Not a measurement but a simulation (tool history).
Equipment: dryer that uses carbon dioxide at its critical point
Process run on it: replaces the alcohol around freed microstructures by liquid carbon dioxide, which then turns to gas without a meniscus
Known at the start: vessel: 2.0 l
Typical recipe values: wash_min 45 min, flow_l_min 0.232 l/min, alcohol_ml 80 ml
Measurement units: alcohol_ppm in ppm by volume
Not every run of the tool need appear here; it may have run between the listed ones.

{"run": 1, "day": 0.0, "wash_min": 45, "flow_l_min": 0.232, "alcohol_ml": 80, "alcohol_ppm": 350}
{"run": 2, "day": 0.492, "wash_min": 65, "flow_l_min": 0.232, "alcohol_ml": 80, "alcohol_ppm": 93}
{"run": 3, "day": 1.017, "wash_min": 65, "flow_l_min": 0.232, "alcohol_ml": 80, "alcohol_ppm": 76}
{"run": 4, "day": 1.271, "wash_min": 65, "flow_l_min": 0.232, "alcohol_ml": 80, "alcohol_ppm": 90}
{"run": 5, "day": 1.638, "wash_min": 69, "flow_l_min": 0.232, "alcohol_ml": 80, "alcohol_ppm": 77}
{"run": 6, "day": 1.983, "wash_min": 69, "flow_l_min": 0.232, "alcohol_ml": 80, "alcohol_ppm": 72}
{"run": 7, "day": 2.258, "wash_min": 69, "flow_l_min": 0.232, "alcohol_ml": 80, "alcohol_ppm": 85}
{"run": 8, "day": 2.629, "wash_min": 69, "flow_l_min": 0.232, "alcohol_ml": 80, "alcohol_ppm": 76}
{"run": 9, "day": 3.121, "wash_min": 45, "flow_l_min": 0.232, "alcohol_ml": 80, "alcohol_ppm": 382}
{"run": 10, "day": 3.692, "wash_min": 44, "flow_l_min": 0.232, "alcohol_ml": 80, "alcohol_ppm": 412}
{"run": 11, "day": 4.15, "wash_min": 45, "flow_l_min": 0.232, "alcohol_ml": 80, "alcohol_ppm": 385}
{"run": 12, "day": 4.658, "wash_min": 45, "flow_l_min": 0.232, "alcohol_ml": 80, "alcohol_ppm": 413}
{"run": 13, "day": 4.925, "wash_min": 45, "flow_l_min": 0.232, "alcohol_ml": 80, "alcohol_ppm": 400}
{"run": 14, "day": 5.496, "wash_min": 45, "flow_l_min": 0.232, "alcohol_ml": 80, "alcohol_ppm": 423}
{"run": 15, "day": 5.912, "wash_min": 45, "flow_l_min": 0.232, "alcohol_ml": 80, "alcohol_ppm": 437}
{"run": 16, "day": 6.275, "wash_min": 30, "flow_l_min": 0.289, "alcohol_ml": 80, "alcohol_ppm": 842}
{"run": 17, "day": 6.808, "wash_min": 30, "flow_l_min": 0.289, "alcohol_ml": 80, "alcohol_ppm": 892}
{"run": 18, "day": 7.354, "wash_min": 30, "flow_l_min": 0.289, "alcohol_ml": 80, "alcohol_ppm": 886}
{"run": 19, "day": 7.692, "wash_min": 35, "flow_l_min": 0.289, "alcohol_ml": 99, "alcohol_ppm": 613}
{"day": 8.008, "done": "inlet filter changed"}
{"run": 20, "day": 8.046, "wash_min": 35, "flow_l_min": 0.196, "alcohol_ml": 99, "alcohol_ppm": 2016}
{"run": 21, "day": 8.325, "wash_min": 35, "flow_l_min": 0.171, "alcohol_ml": 99, "alcohol_ppm": 3159}

Run 22 comes next. What will it give?
{"run": 22, "day": 8.588, "wash_min": 35, "flow_l_min": 0.364, "alcohol_ml": 99, "alcohol_ppm": "?"}

Run 22 yielded alcohol_ppm 176 ppm by volume.
Had the tool carried no hidden state, the very same run would have given alcohol_ppm 114 ppm by volume.
